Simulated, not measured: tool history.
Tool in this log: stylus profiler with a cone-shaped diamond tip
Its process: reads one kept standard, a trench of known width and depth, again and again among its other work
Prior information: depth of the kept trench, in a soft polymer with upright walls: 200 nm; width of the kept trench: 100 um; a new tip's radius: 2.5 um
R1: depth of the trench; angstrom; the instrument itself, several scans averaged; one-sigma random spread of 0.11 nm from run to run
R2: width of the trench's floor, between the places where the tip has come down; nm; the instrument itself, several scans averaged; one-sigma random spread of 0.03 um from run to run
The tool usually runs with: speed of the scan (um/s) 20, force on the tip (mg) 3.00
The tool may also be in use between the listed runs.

{"run": 1, "hour": 0.0, "speed of the scan (um/s)": 20, "force on the tip (mg)": 3.0, "R1": 2028.3, "R2": 97660}
{"run": 2, "hour": 29.3, "speed of the scan (um/s)": 20, "force on the tip (mg)": 3.0, "R1": 2026.2, "R2": 97590}
{"run": 3, "hour": 45.7, "speed of the scan (um/s)": 9, "force on the tip (mg)": 3.0, "R1": 2026.7, "R2": 97680}
{"run": 4, "hour": 67.3, "speed of the scan (um/s)": 9, "force on the tip (mg)": 3.0, "R1": 2027.9, "R2": 97650}
{"run": 5, "hour": 87.5, "speed of the scan (um/s)": 9, "force on the tip (mg)": 3.0, "R1": 2025.7, "R2": 97680}
{"run": 6, "hour": 117.2, "speed of the scan (um/s)": 6, "force on the tip (mg)": 3.0, "R1": 2026.7, "R2": 97660}
{"run": 7, "hour": 137.4, "speed of the scan (um/s)": 6, "force on the tip (mg)": 4.58, "R1": 2038.7, "R2": 97650}
{"run": 8, "hour": 157.1, "speed of the scan (um/s)": 20, "force on the tip (mg)": 5.17, "R1": 2041.5, "R2": 97680}
{"run": 9, "hour": 173.9, "speed of the scan (um/s)": 20, "force on the tip (mg)": 5.17, "R1": 2042.3, "R2": 97670}
{"run": 10, "hour": 189.7, "speed of the scan (um/s)": 20, "force on the tip (mg)": 5.17, "R1": 2040.7, "R2": 97610}
{"run": 11, "hour": 206.6, "speed of the scan (um/s)": 18, "force on the tip (mg)": 3.0, "R1": 2025.6, "R2": 97600}
{"run": 12, "hour": 221.2, "speed of the scan (um/s)": 18, "force on the tip (mg)": 3.0, "R1": 2025.6, "R2": 97540}
{"run": 13, "hour": 238.6, "speed of the scan (um/s)": 8, "force on the tip (mg)": 3.0, "R1": 2024.3, "R2": 97630}
{"run": 14, "hour": 252.8, "speed of the scan (um/s)": 22, "force on the tip (mg)": 3.0, "R1": 2025.2, "R2": 97610}
{"run": 15, "hour": 279.5, "speed of the scan (um/s)": 22, "force on the tip (mg)": 3.0, "R1": 2025.2, "R2": 97620}
{"run": 16, "hour": 293.8, "speed of the scan (um/s)": 22, "force on the tip (mg)": 3.0, "R1": 2024.6, "R2": 97550}
{"run": 17, "hour": 314.4, "speed of the scan (um/s)": 20, "force on the tip (mg)": 3.0, "R1": 2026.3, "R2": 97580}
{"run": 18, "hour": 346.0, "speed of the scan (um/s)": 20, "force on the tip (mg)": 3.0, "R1": 2026.1, "R2": 97560}
{"run": 19, "hour": 377.4, "speed of the scan (um/s)": 20, "force on the tip (mg)": 3.0, "R1": 2026.1, "R2": 97560}
{"run": 20, "hour": 395.2, "speed of the scan (um/s)": 20, "force on the tip (mg)": 3.0, "R1": 2023.5, "R2": 97570}
{"run": 21, "hour": 420.5, "speed of the scan (um/s)": 20, "force on the tip (mg)": 6.44, "R1": 2047.9, "R2": 97520}
{"run": 22, "hour": 440.7, "speed of the scan (um/s)": 5, "force on the tip (mg)": 6.44, "R1": 2049.3, "R2": 97570}
{"run": 23, "hour": 468.1, "speed of the scan (um/s)": 20, "force on the tip (mg)": 1.42, "R1": 2008.1, "R2": 97500}
{"run": 24, "hour": 482.8, "speed of the scan (um/s)": 64, "force on the tip (mg)": 1.42, "R1": 2011.4, "R2": 97390}
{"run": 25, "hour": 508.9, "speed of the scan (um/s)": 37, "force on the tip (mg)": 7.46, "R1": 2054.4, "R2": 97480}
{"run": 26, "hour": 541.0, "speed of the scan (um/s)": 53, "force on the tip (mg)": 6.88, "R1": 2048.9, "R2": 97470}
{"run": 27, "hour": 557.2, "speed of the scan (um/s)": 30, "force on the tip (mg)": 1.06, "R1": 2005.6, "R2": 97470}
{"run": 28, "hour": 575.3, "speed of the scan (um/s)": 6, "force on the tip (mg)": 1.7, "R1": 2011.7, "R2": 97520}
{"run": 29, "hour": 593.3, "speed of the scan (um/s)": 67, "force on the tip (mg)": 4.42, "R1": 2032.5, "R2": 97390}
{"run": 30, "hour": 611.9, "speed of the scan (um/s)": 67, "force on the tip (mg)": 7.64, "R1": 2051.9, "R2": 97460}
{"run": 31, "hour": 635.0, "speed of the scan (um/s)": 45, "force on the tip (mg)": 1.93, "R1": 2012.7, "R2": 97500}
{"run": 32, "hour": 661.5, "speed of the scan (um/s)": 23, "force on the tip (mg)": 8.95, "R1": 2059.5, "R2": 97510}
{"run": 33, "hour": 689.9, "speed of the scan (um/s)": 6, "force on the tip (mg)": 5.83, "R1": 2040.1, "R2": 97540}
{"run": 34, "hour": 710.7, "speed of the scan (um/s)": 15, "force on the tip (mg)": 8.87, "R1": 2059.8, "R2": 97470}
{"run": 35, "hour": 729.6, "speed of the scan (um/s)": 49, "force on the tip (mg)": 6.9, "R1": 2047.2, "R2": 97480}
{"run": 36, "hour": 754.8, "speed of the scan (um/s)": 10, "force on the tip (mg)": 1.3, "R1": 2007.4, "R2": 97470}
{"run": 37, "hour": 773.2, "speed of the scan (um/s)": 15, "force on the tip (mg)": 2.53, "R1": 2017.6, "R2": 97450}
{"run": 38, "hour": 798.6, "speed of the scan (um/s)": 63, "force on the tip (mg)": 2.5, "R1": 2017.6, "R2": 97330}
{"run": 39, "hour": 813.9, "speed of the scan (um/s)": 60, "force on the tip (mg)": 3.45, "R1": 2023.3, "R2": 97370}
{"run": 40, "hour": 827.3, "speed of the scan (um/s)": 20, "force on the tip (mg)": 4.47, "R1": 2032.4, "R2": 97470}
{"run": 41, "hour": 849.1, "speed of the scan (um/s)": 8, "force on the tip (mg)": 1.07, "R1": 2003.8, "R2": 97470}
{"run": 42, "hour": 874.1, "speed of the scan (um/s)": 8, "force on the tip (mg)": 1.07, "R1": 2005.2, "R2": 97450}
{"run": 43, "hour": 897.7, "speed of the scan (um/s)": 8, "force on the tip (mg)": 3.0, "R1": 2022.3, "R2": 97420}
{"run": 44, "hour": 928.0, "speed of the scan (um/s)": 8, "force on the tip (mg)": 2.94, "R1": 2021.9, "R2": 97490}
{"run": 45, "hour": 944.8, "speed of the scan (um/s)": 34, "force on the tip (mg)": 2.07, "R1": 2012.3, "R2": 97350}
{"run": 46, "hour": 972.6, "speed of the scan (um/s)": 16, "force on the tip (mg)": 3.25, "R1": 2023.3, "R2": 97440}

Alternative continuations, all from the tool just after run 46; predict every row:
{"run": "A", "hour": 993.6, "speed of the scan (um/s)": 55, "force on the tip (mg)": 1.3, "R1": "?", "R2": "?"}
{"run": "B", "hour": 993.6, "speed of the scan (um/s)": 10, "force on the tip (mg)": 3.0, "R1": "?", "R2": "?"}
{"run": "C", "hour": 993.6, "speed of the scan (um/s)": 62, "force on the tip (mg)": 3.25, "R1": "?", "R2": "?"}
{"run": "D", "hour": 993.6, "speed of the scan (um/s)": 19, "force on the tip (mg)": 3.0, "R1": "?", "R2": "?"}

run=A R1=2005.2 R2=97270
run=B R1=2021.6 R2=97370
run=C R1=2021.2 R2=97280
run=D R1=2020.1 R2=97380
With no hidden state in the tool, these same runs would have given:
run=A R1=2019.5 R2=97870
run=B R1=2036.0 R2=97960
run=C R1=2035.6 R2=97870
run=D R1=2034.5 R2=97970

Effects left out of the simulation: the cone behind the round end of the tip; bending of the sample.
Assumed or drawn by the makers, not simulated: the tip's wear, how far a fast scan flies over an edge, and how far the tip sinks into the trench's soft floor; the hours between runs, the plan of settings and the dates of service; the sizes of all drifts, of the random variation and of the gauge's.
